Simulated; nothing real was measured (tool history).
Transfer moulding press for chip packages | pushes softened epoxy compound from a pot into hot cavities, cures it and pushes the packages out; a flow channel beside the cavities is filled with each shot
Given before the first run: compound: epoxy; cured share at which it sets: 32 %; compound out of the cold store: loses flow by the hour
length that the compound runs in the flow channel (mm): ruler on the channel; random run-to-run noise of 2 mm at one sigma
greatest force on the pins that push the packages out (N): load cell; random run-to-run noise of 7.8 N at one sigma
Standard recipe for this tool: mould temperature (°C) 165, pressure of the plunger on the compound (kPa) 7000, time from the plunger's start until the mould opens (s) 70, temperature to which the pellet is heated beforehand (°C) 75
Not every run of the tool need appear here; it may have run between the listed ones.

run,hour,mould temperature (°C),pressure of the plunger on the compound (kPa),time from the plunger's start until the mould opens (s),temperature to which the pellet is heated beforehand (°C),incoming compound's hours out of the cold store,length that the compound runs in the flow channel (mm),greatest force on the pins that push the packages out (N)
1,0,165,7000,70,75,18.6,520,521
# hour 42.6: cavities cleaned with cleaning compound and waxed
# hour 75.3: plunger's sealing rings changed
2,81.5,165,7000,70,75,36.7,472,568
# hour 111.1: cavities cleaned with cleaning compound and waxed
3,134.7,165,7000,70,75,23.6,509,512
# hour 178: cavities cleaned with cleaning compound and waxed
4,205.4,165,7000,70,75,44.3,447,509
# hour 247.4: cavities cleaned with cleaning compound and waxed
5,253.2,165,7000,70,75,39.1,457,386
# hour 268.8: plunger's sealing rings changed
6,311.8,165,7000,70,75,33.8,479,665
# hour 317.3: cavities cleaned with cleaning compound and waxed
# hour 381.8: cavities cleaned with cleaning compound and waxed
7,390.7,165,7000,70,75,43.5,448,379
# hour 449.4: cavities cleaned with cleaning compound and waxed
# hour 468.4: mould's thermocouples calibrated
# hour 470.9: plunger's sealing rings changed
8,485.3,165,7000,70,75,36.2,477,518
# hour 519.8: cavities cleaned with cleaning compound and waxed
9,539.3,165,7000,70,75,16.3,532,472
# hour 585.8: cavities cleaned with cleaning compound and waxed
10,591.6,165,7000,70,75,35.4,470,352
11,633,165,7000,70,75,44.7,443,565
# hour 651: cavities cleaned with cleaning compound and waxed
# hour 667.8: plunger's sealing rings changed
12,706.9,165,7000,78,75,47.3,445,505
# hour 725.4: cavities cleaned with cleaning compound and waxed
13,756.2,165,7000,78,75,28.2,493,435
# hour 791.3: cavities cleaned with cleaning compound and waxed
14,825.2,165,7000,78,75,46.9,439,450
# hour 859.6: plunger's sealing rings changed
# hour 861.1: cavities cleaned with cleaning compound and waxed
# hour 879: mould's thermocouples calibrated, once more
15,900.6,170,7580,58,84,31.9,501,628
# hour 928.4: cavities cleaned with cleaning compound and waxed
16,987.4,170,7580,58,84,19.7,529,757
# hour 993.4: cavities cleaned with cleaning compound and waxed
# hour 1061.1: plunger's sealing rings changed
# hour 1062.6: cavities cleaned with cleaning compound and waxed
17,1085.5,163,7800,93,76,21.4,555,405
# hour 1129.1: cavities cleaned with cleaning compound and waxed
18,1180.8,163,7800,93,76,32,513,477
# hour 1195.5: cavities cleaned with cleaning compound and waxed
19,1250.7,161,7170,70,80,47.4,444,762
# hour 1257.2: plunger's sealing rings changed
# hour 1265.2: cavities cleaned with cleaning compound and waxed
20,1302.9,161,7170,70,80,45.2,461,655
# hour 1329.7: cavities cleaned with cleaning compound and waxed
21,1379.9,165,7000,79,75,40,458,524
# hour 1395.1: cavities cleaned with cleaning compound and waxed
# hour 1453.9: plunger's sealing rings changed
# hour 1468.7: cavities cleaned with cleaning compound and waxed
22,1470.7,165,7000,79,75,13.1,546,298
# hour 1536.9: cavities cleaned with cleaning compound and waxed
23,1559,169,7000,102,72,23.6,501,384
# hour 1606.7: cavities cleaned with cleaning compound and waxed
24,1617,169,7000,102,72,41.9,446,312
# hour 1647.9: plunger's sealing rings changed
# hour 1675.6: cavities cleaned with cleaning compound and waxed
25,1685.8,169,7770,58,72,25.9,532,497

Below are 3 alternative next runs, each starting from the tool's condition after run 25. Predict each:
# hour 1713.5: mould's thermocouples calibrated
# hour 1743.8: cavities cleaned with cleaning compound and waxed
A,1743.8,169,8080,58,72,43.7,?,?
# hour 1713.5: mould's thermocouples calibrated
# hour 1743.8: cavities cleaned with cleaning compound and waxed
B,1743.8,171,5670,67,75,8.7,?,?
# hour 1713.5: mould's thermocouples calibrated
# hour 1743.8: cavities cleaned with cleaning compound and waxed
C,1743.8,167,5510,58,72,40.5,?,?

run,length that the compound runs in the flow channel (mm),greatest force on the pins that push the packages out (N)
A,483,430
B,494,301
C,404,476
With the hidden condition removed and each run's random variation left untouched, the same runs would have given:
run,length that the compound runs in the flow channel (mm),greatest force on the pins that push the packages out (N)
A,491,416
B,502,291
C,411,461
